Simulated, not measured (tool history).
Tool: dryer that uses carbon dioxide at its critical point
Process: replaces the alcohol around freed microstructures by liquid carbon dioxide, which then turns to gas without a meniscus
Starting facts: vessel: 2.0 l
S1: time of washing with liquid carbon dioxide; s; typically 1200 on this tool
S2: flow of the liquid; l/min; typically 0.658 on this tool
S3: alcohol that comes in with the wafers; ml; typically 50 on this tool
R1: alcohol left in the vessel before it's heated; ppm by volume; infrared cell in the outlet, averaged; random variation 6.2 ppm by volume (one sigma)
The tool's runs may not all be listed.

{"run": 1, "day": 0.0, "S1": 1200, "S2": 0.658, "S3": 50, "R1": 526}
{"run": 2, "day": 1.833, "S1": 1200, "S2": 0.658, "S3": 22, "R1": 385}
{"run": 3, "day": 3.746, "S1": 1200, "S2": 0.658, "S3": 50, "R1": 555}
{"day": 4.075, "done": "purifier's bed changed"}
{"run": 4, "day": 4.862, "S1": 1740, "S2": 0.658, "S3": 50, "R1": 43}
{"run": 5, "day": 6.475, "S1": 1740, "S2": 0.658, "S3": 50, "R1": 49}
{"run": 6, "day": 7.9, "S1": 1740, "S2": 0.658, "S3": 50, "R1": 57}
{"run": 7, "day": 9.738, "S1": 900, "S2": 0.658, "S3": 50, "R1": 930}
{"run": 8, "day": 11.488, "S1": 1200, "S2": 0.658, "S3": 40, "R1": 282}
{"run": 9, "day": 12.992, "S1": 1200, "S2": 0.658, "S3": 40, "R1": 282}
{"run": 10, "day": 13.967, "S1": 1920, "S2": 0.658, "S3": 40, "R1": 64}
{"run": 11, "day": 14.896, "S1": 1920, "S2": 0.658, "S3": 40, "R1": 64}
{"run": 12, "day": 16.371, "S1": 1200, "S2": 0.658, "S3": 50, "R1": 392}
{"run": 13, "day": 18.133, "S1": 780, "S2": 0.907, "S3": 98, "R1": 1177}
{"run": 14, "day": 20.133, "S1": 720, "S2": 0.71, "S3": 46, "R1": 1570}
{"run": 15, "day": 21.5, "S1": 720, "S2": 0.742, "S3": 46, "R1": 1445}
{"day": 22.917, "done": "inlet filter changed"}
{"run": 16, "day": 23.142, "S1": 1320, "S2": 0.658, "S3": 50, "R1": 226}
{"run": 17, "day": 25.021, "S1": 1320, "S2": 0.658, "S3": 50, "R1": 240}
{"run": 18, "day": 26.271, "S1": 1320, "S2": 0.426, "S3": 50, "R1": 991}
{"run": 19, "day": 28.05, "S1": 1320, "S2": 0.426, "S3": 50, "R1": 1027}
{"run": 20, "day": 29.479, "S1": 840, "S2": 0.68, "S3": 35, "R1": 763}
{"run": 21, "day": 30.875, "S1": 780, "S2": 0.658, "S3": 50, "R1": 1455}
{"run": 22, "day": 32.875, "S1": 1200, "S2": 0.842, "S3": 50, "R1": 198}
{"run": 23, "day": 34.246, "S1": 1200, "S2": 0.572, "S3": 56, "R1": 696}

5 options for the next run, each taken on its own from the tool as it stands now. Forecast them:
{"run": "A", "day": 35.121, "S1": 1200, "S2": 0.664, "S3": 56, "R1": "?"}
{"run": "B", "day": 35.121, "S1": 1020, "S2": 0.661, "S3": 81, "R1": "?"}
{"run": "C", "day": 35.121, "S1": 1020, "S2": 0.415, "S3": 67, "R1": "?"}
{"run": "D", "day": 35.121, "S1": 900, "S2": 0.706, "S3": 56, "R1": "?"}
{"run": "E", "day": 35.121, "S1": 780, "S2": 0.411, "S3": 50, "R1": "?"}

run=A R1=443
run=B R1=1081
run=C R1=3097
run=D R1=949
run=E R1=4106
Had the tool no hidden state, the same runs would have come out as:
run=A R1=262
run=B R1=790
run=C R1=2617
run=D R1=692
run=E R1=3614
